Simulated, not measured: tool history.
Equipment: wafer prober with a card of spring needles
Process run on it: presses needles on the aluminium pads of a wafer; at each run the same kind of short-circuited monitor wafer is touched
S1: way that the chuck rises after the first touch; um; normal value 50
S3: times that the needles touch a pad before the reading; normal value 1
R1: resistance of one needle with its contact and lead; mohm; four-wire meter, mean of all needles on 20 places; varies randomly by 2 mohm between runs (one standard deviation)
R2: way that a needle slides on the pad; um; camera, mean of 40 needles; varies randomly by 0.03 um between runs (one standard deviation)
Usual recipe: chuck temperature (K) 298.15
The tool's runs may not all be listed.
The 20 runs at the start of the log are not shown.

At hour 543.8: tips cleaned on abrasive film.
Run 21, hour 558.8: usual settings but S1 38 um, chuck temperature (K) 336.15, S3 2. Result: R1 369 mohm, R2 5.7 um.
At hour 576.5: tips cleaned on abrasive film.
Run 22, hour 581.8: usual settings but S1 48 um, chuck temperature (K) 335.15. Result: R1 305 mohm, R2 7.13 um.
At hour 608.6: tips cleaned on abrasive film.
Run 23, hour 616.9: usual settings but S1 36 um, S3 2. Result: R1 335 mohm, R2 5.34 um.
At hour 640.6: tips cleaned on abrasive film.
Run 24, hour 653.1: usual settings but S1 36 um, S3 2. Result: R1 370 mohm, R2 5.29 um.
At hour 670.9: tips cleaned on abrasive film.
Run 25, hour 673.5: usual settings but S1 62 um, chuck temperature (K) 360.15, S3 2. Result: R1 254 mohm, R2 9.22 um.
Run 26, hour 690: usual settings but S1 62 um, chuck temperature (K) 360.15, S3 2. Result: R1 297 mohm, R2 9.23 um.
At hour 701.8: tips cleaned on abrasive film.
Run 27, hour 713.2: usual settings but S1 38 um, chuck temperature (K) 322.15, S3 2. Result: R1 352 mohm, R2 5.62 um.
At hour 734.6: tips cleaned on abrasive film.
Run 28, hour 742.4: usual settings but S1 62 um, chuck temperature (K) 389.15, S3 2. Result: R1 280 mohm, R2 9.2 um.
At hour 765.6: tips cleaned on abrasive film.
Run 29, hour 766.4: usual settings but S1 62 um, chuck temperature (K) 389.15, S3 2. Result: R1 254 mohm, R2 9.12 um.
Run 30, hour 782.9: usual settings but S1 62 um, chuck temperature (K) 389.15, S3 3. Result: R1 274 mohm, R2 9.11 um.
At hour 797.3: tips cleaned on abrasive film.
Run 31, hour 817.6: usual settings but S1 39 um, chuck temperature (K) 334.15, S3 3. Result: R1 336 mohm, R2 5.72 um.
At hour 829.4: tips cleaned on abrasive film.
Run 32, hour 850.4: usual settings but S1 43 um, chuck temperature (K) 334.15. Result: R1 474 mohm, R2 6.26 um.
At hour 861: tips cleaned on abrasive film.
Run 33, hour 868.7: usual settings but S1 38 um, chuck temperature (K) 334.15, S3 3. Result: R1 293 mohm, R2 5.55 um.
At hour 892: tips cleaned on abrasive film.
Run 34, hour 895.5: usual settings but S1 38 um, chuck temperature (K) 334.15, S3 3. Result: R1 269 mohm, R2 5.45 um.

What if the next run were any one of these 3? Each begins from the tool's condition after run 34:
At hour 923: tips cleaned on abrasive film.
Run A, hour 930.1: usual settings but S1 38 um, chuck temperature (K) 327.15, S3 3. Result: R1 ?, R2 ?.
At hour 923: tips cleaned on abrasive film.
Run B, hour 930.1: usual settings but S1 54 um, chuck temperature (K) 362.15, S3 2. Result: R1 ?, R2 ?.
At hour 923: tips cleaned on abrasive film.
Run C, hour 930.1: usual settings but S1 45 um, chuck temperature (K) 342.15, S3 3. Result: R1 ?, R2 ?.

run   R1    R2
  A  293  5.49
  B  280   7.9
  C  276  6.49
With the hidden condition removed and each run's random variation left untouched, the same runs would have given:
run   R1    R2
  A  233  5.78
  B  233  8.19
  C  233  6.77
